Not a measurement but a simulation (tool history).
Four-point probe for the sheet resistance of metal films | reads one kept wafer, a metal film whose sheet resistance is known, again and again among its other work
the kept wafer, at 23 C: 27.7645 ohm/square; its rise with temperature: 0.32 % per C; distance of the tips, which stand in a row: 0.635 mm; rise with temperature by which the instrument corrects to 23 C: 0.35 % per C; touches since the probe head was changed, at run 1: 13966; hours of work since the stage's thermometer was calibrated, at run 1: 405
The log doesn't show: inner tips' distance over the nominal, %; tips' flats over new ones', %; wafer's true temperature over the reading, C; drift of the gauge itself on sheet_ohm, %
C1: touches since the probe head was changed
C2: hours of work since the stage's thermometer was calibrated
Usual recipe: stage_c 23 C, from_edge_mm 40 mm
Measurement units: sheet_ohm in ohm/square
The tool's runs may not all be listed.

run 1 day=0 | stage_c=23 from_edge_mm=40 | C1=13966 C2=405 | sheet_ohm=27.547381
run 2 day=2.879 | stage_c=23 from_edge_mm=40 | C1=15003 C2=440 | sheet_ohm=27.529988
run 3 day=6.579 | stage_c=23 from_edge_mm=40 | C1=16336 C2=485 | sheet_ohm=27.531576
run 4 day=11.212 | stage_c=28 from_edge_mm=40 | C1=18006 C2=542 | sheet_ohm=27.464902
run 5 day=16.029 | stage_c=28 from_edge_mm=40 | C1=19742 C2=601 | sheet_ohm=27.455285
run 6 day=20.008 | stage_c=23 from_edge_mm=40 | C1=21175 C2=650 | sheet_ohm=27.502842
run 7 day=23.942 | stage_c=23 from_edge_mm=40 | C1=22593 C2=698 | sheet_ohm=27.496642
run 8 day=28.042 | stage_c=23 from_edge_mm=40 | C1=24071 C2=748 | sheet_ohm=27.483082
run 9 day=33.371 | stage_c=23 from_edge_mm=40 | C1=25991 C2=813 | sheet_ohm=27.478615
run 10 day=36.783 | stage_c=23 from_edge_mm=10 | C1=27220 C2=855 | sheet_ohm=27.541059
run 11 day=41.538 | stage_c=23 from_edge_mm=7 | C1=28933 C2=913 | sheet_ohm=27.58875
run 12 day=46.271 | stage_c=23 from_edge_mm=73 | C1=30639 C2=971 | sheet_ohm=27.476245
run 13 day=50.354 | stage_c=23 from_edge_mm=73 | C1=32109 C2=1021 | sheet_ohm=27.450909
run 14 day=54.871 | stage_c=23 from_edge_mm=73 | C1=33738 C2=1076 | sheet_ohm=27.44097
run 15 day=58.975 | stage_c=23 from_edge_mm=73 | C1=35217 C2=1126 | sheet_ohm=27.432657
run 16 day=63.808 | stage_c=23 from_edge_mm=73 | C1=36959 C2=1185 | sheet_ohm=27.427874
run 17 day=69.112 | stage_c=25 from_edge_mm=40 | C1=38870 C2=1250 | sheet_ohm=27.404727
run 18 day=72.429 | stage_c=23 from_edge_mm=40 | C1=40065 C2=1291 | sheet_ohm=27.41458
run 19 day=74.725 | stage_c=23 from_edge_mm=40 | C1=40892 C2=1319 | sheet_ohm=27.416636
run 20 day=78.312 | stage_c=23 from_edge_mm=40 | C1=42184 C2=1363 | sheet_ohm=27.418141
run 21 day=81.738 | stage_c=23 from_edge_mm=40 | C1=43418 C2=1404 | sheet_ohm=27.412472
run 22 day=84.729 | stage_c=23 from_edge_mm=40 | C1=44496 C2=1441 | sheet_ohm=27.401374
run 23 day=89.921 | stage_c=22 from_edge_mm=18 | C1=46367 C2=1505 | sheet_ohm=27.427795
run 24 day=93.321 | stage_c=22 from_edge_mm=18 | C1=47593 C2=1546 | sheet_ohm=27.413654
run 25 day=96.708 | stage_c=26 from_edge_mm=29 | C1=48812 C2=1588 | sheet_ohm=27.356078
run 26 day=99.004 | stage_c=24 from_edge_mm=49 | C1=49640 C2=1616 | sheet_ohm=27.365882
-- day=99.254 stage's thermometer calibrated
run 27 day=102.179 | stage_c=24 from_edge_mm=49 | C1=50776 C2=36 | sheet_ohm=27.392465
run 28 day=106.375 | stage_c=27 from_edge_mm=8 | C1=52288 C2=87 | sheet_ohm=27.442962
run 29 day=111.071 | stage_c=23 from_edge_mm=11 | C1=53981 C2=145 | sheet_ohm=27.439279
run 30 day=113.346 | stage_c=23 from_edge_mm=6 | C1=54801 C2=172 | sheet_ohm=27.537461
run 31 day=118.725 | stage_c=33 from_edge_mm=6 | C1=56738 C2=238 | sheet_ohm=27.444183
run 32 day=123.242 | stage_c=19 from_edge_mm=53 | C1=58366 C2=293 | sheet_ohm=27.412188
run 33 day=126.129 | stage_c=33 from_edge_mm=4 | C1=59407 C2=329 | sheet_ohm=27.625823
-- day=126.942 stage's thermometer calibrated, once more
run 34 day=130.192 | stage_c=25 from_edge_mm=41 | C1=60862 C2=40 | sheet_ohm=27.237979
run 35 day=133.033 | stage_c=25 from_edge_mm=6 | C1=61886 C2=75 | sheet_ohm=27.401708
run 36 day=137.396 | stage_c=21 from_edge_mm=4 | C1=63459 C2=128 | sheet_ohm=27.629453
run 37 day=142.208 | stage_c=19 from_edge_mm=71 | C1=65193 C2=187 | sheet_ohm=27.278094
-- day=143.188 new probe head fitted
run 38 day=147.721 | stage_c=25 from_edge_mm=3 | C1=1633 C2=254 | sheet_ohm=28.324489
run 39 day=152.096 | stage_c=23 from_edge_mm=44 | C1=3209 C2=307 | sheet_ohm=27.684545

Run 40 comes next. What will it give?
run 40 day=155.871 | stage_c=23 from_edge_mm=44 | C1=4570 C2=353 | sheet_ohm=?

sheet_ohm: 27.682391 ohm/square
If the tool had no hidden condition, the same run with the same run-to-run variation would have returned sheet_ohm 27.766279 ohm/square.

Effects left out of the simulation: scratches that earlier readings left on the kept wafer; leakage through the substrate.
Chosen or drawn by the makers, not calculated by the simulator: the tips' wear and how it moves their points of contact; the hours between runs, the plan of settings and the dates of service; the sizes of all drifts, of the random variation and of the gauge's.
